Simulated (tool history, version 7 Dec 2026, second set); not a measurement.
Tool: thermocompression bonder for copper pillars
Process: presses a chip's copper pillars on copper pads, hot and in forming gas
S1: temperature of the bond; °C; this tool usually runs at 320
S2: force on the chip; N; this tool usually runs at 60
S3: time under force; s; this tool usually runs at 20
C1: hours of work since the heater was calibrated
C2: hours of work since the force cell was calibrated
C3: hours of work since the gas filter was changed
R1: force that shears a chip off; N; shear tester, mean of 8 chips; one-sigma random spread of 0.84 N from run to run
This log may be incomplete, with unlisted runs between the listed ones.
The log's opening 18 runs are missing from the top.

{"run": 19, "hour": 674.8, "S1": 320, "S2": 60, "S3": 48, "C1": 584, "C2": 39, "C3": 166, "R1": 86.0}
{"run": 20, "hour": 726.6, "S1": 320, "S2": 60, "S3": 48, "C1": 605, "C2": 60, "C3": 187, "R1": 85.9}
{"run": 21, "hour": 782.1, "S1": 320, "S2": 60, "S3": 20, "C1": 627, "C2": 83, "C3": 209, "R1": 64.0}
{"run": 22, "hour": 824.7, "S1": 320, "S2": 60, "S3": 20, "C1": 645, "C2": 100, "C3": 227, "R1": 62.8}
{"run": 23, "hour": 857.5, "S1": 317, "S2": 67, "S3": 15, "C1": 658, "C2": 114, "C3": 240, "R1": 59.0}
{"run": 24, "hour": 889.3, "S1": 308, "S2": 67, "S3": 11, "C1": 671, "C2": 126, "C3": 253, "R1": 46.3}
{"run": 25, "hour": 928.6, "S1": 298, "S2": 46, "S3": 11, "C1": 687, "C2": 142, "C3": 269, "R1": 29.3}
{"run": 26, "hour": 955.6, "S1": 320, "S2": 60, "S3": 46, "C1": 698, "C2": 153, "C3": 280, "R1": 81.1}
{"run": 27, "hour": 996.2, "S1": 320, "S2": 60, "S3": 46, "C1": 714, "C2": 170, "C3": 296, "R1": 81.6}
{"run": 28, "hour": 1029.1, "S1": 319, "S2": 49, "S3": 21, "C1": 728, "C2": 183, "C3": 310, "R1": 52.2}
{"hour": 1076.4, "done": "forming gas filter changed"}
{"run": 29, "hour": 1076.4, "S1": 300, "S2": 60, "S3": 33, "C1": 747, "C2": 202, "C3": 0, "R1": 62.6}
{"run": 30, "hour": 1133.6, "S1": 300, "S2": 60, "S3": 33, "C1": 770, "C2": 226, "C3": 23, "R1": 60.7}

Run 31 comes next. What will it give?
{"run": 31, "hour": 1161.4, "S1": 320, "S2": 53, "S3": 19, "C1": 781, "C2": 237, "C3": 35, "R1": "?"}

Run 31 gave R1 57.6 N.
Were there no unlogged condition in the tool, this run, its random variation unchanged, would have produced R1 60.9 N.
